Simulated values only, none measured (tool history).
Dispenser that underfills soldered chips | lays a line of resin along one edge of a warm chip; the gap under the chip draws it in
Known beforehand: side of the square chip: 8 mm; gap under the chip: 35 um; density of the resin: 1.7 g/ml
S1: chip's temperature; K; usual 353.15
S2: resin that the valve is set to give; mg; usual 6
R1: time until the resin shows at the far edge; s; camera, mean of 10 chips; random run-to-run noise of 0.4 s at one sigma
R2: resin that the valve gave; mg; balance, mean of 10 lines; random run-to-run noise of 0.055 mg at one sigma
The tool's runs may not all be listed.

run 1 hour=0 | S1=353.15 S2=6 | R1=29.7 R2=5.5
-- hour=6.4 new syringe of resin
run 2 hour=6.4 | S1=353.15 S2=6 | R1=27.1 R2=5.43
run 3 hour=10.8 | S1=353.15 S2=6 | R1=29.7 R2=5.49
-- hour=17 new syringe of resin
run 4 hour=17 | S1=353.15 S2=5.76 | R1=27.8 R2=5.29
run 5 hour=23.6 | S1=353.15 S2=5.76 | R1=32.5 R2=5.14
-- hour=27.8 new syringe of resin
run 6 hour=30.5 | S1=341.15 S2=6 | R1=44.3 R2=5.43
run 7 hour=37.5 | S1=358.15 S2=6 | R1=28.9 R2=5.38
-- hour=38.5 new syringe of resin
run 8 hour=42.2 | S1=358.15 S2=6 | R1=25 R2=5.31
run 9 hour=46 | S1=346.15 S2=6 | R1=41.3 R2=5.4
-- hour=49.4 new syringe of resin
run 10 hour=52.2 | S1=353.15 S2=6 | R1=28.3 R2=5.23
run 11 hour=55.6 | S1=353.15 S2=6 | R1=31.8 R2=5.34
-- hour=60.3 new syringe of resin
run 12 hour=60.8 | S1=350.15 S2=6 | R1=30.1 R2=5.37
run 13 hour=66 | S1=350.15 S2=6 | R1=34.9 R2=5.19
run 14 hour=70 | S1=353.15 S2=6 | R1=34.4 R2=5.29
-- hour=71.4 new syringe of resin
run 15 hour=73.5 | S1=353.15 S2=6 | R1=28 R2=5.41
-- hour=78.9 dispensing valve cleaned and set on the balance
run 16 hour=80.6 | S1=353.15 S2=6 | R1=32.3 R2=6.02
-- hour=83 new syringe of resin
run 17 hour=86.9 | S1=353.15 S2=6 | R1=29 R2=6.02
-- hour=93.7 new syringe of resin
run 18 hour=93.7 | S1=346.15 S2=6 | R1=33.3 R2=5.96
run 19 hour=100.9 | S1=347.15 S2=5.53 | R1=39.3 R2=5.44
-- hour=104.3 new syringe of resin
run 20 hour=106 | S1=347.15 S2=5.53 | R1=33.2 R2=5.51
run 21 hour=110 | S1=366.15 S2=6.48 | R1=19.9 R2=6.46
-- hour=115.3 new syringe of resin
run 22 hour=116.1 | S1=366.15 S2=6.48 | R1=17.8 R2=6.42
run 23 hour=119.2 | S1=354.15 S2=6.35 | R1=27.2 R2=6.17
run 24 hour=122.4 | S1=349.15 S2=7.57 | R1=35.3 R2=7.34
-- hour=126.2 new syringe of resin
run 25 hour=130 | S1=349.15 S2=5.35 | R1=33.4 R2=5.24
-- hour=136.9 new syringe of resin
run 26 hour=136.9 | S1=349.15 S2=5.35 | R1=31.1 R2=5.17
run 27 hour=143 | S1=349.15 S2=5.35 | R1=36 R2=5.07
-- hour=147.5 new syringe of resin
run 28 hour=150.6 | S1=347.15 S2=5.49 | R1=35.3 R2=5.27
run 29 hour=155.2 | S1=353.15 S2=5.24 | R1=32.5 R2=5.04
-- hour=158.1 new syringe of resin
run 30 hour=160.9 | S1=344.15 S2=5.32 | R1=38.7 R2=5.05
run 31 hour=167.7 | S1=345.15 S2=5.92 | R1=43.4 R2=5.8
-- hour=169 new syringe of resin
run 32 hour=172.2 | S1=354.15 S2=5.5 | R1=28.2 R2=5.16
run 33 hour=177.9 | S1=339.15 S2=6.19 | R1=53.1 R2=5.84
-- hour=180.1 new syringe of resin
run 34 hour=182.8 | S1=353.15 S2=7.71 | R1=26.8 R2=7.26
run 35 hour=187 | S1=353.15 S2=5.59 | R1=31.1 R2=5.28

Estimate the outcome of run 36 from the log above:
-- hour=190.9 new syringe of resin
run 36 hour=193.4 | S1=353.15 S2=5.59 | R1=? R2=?

R1: 28.9 s
R2: 5.12 mg
With the hidden condition absent and the run-to-run variation left alone, this run would have shown R1 27.7 s, R2 5.49 mg.

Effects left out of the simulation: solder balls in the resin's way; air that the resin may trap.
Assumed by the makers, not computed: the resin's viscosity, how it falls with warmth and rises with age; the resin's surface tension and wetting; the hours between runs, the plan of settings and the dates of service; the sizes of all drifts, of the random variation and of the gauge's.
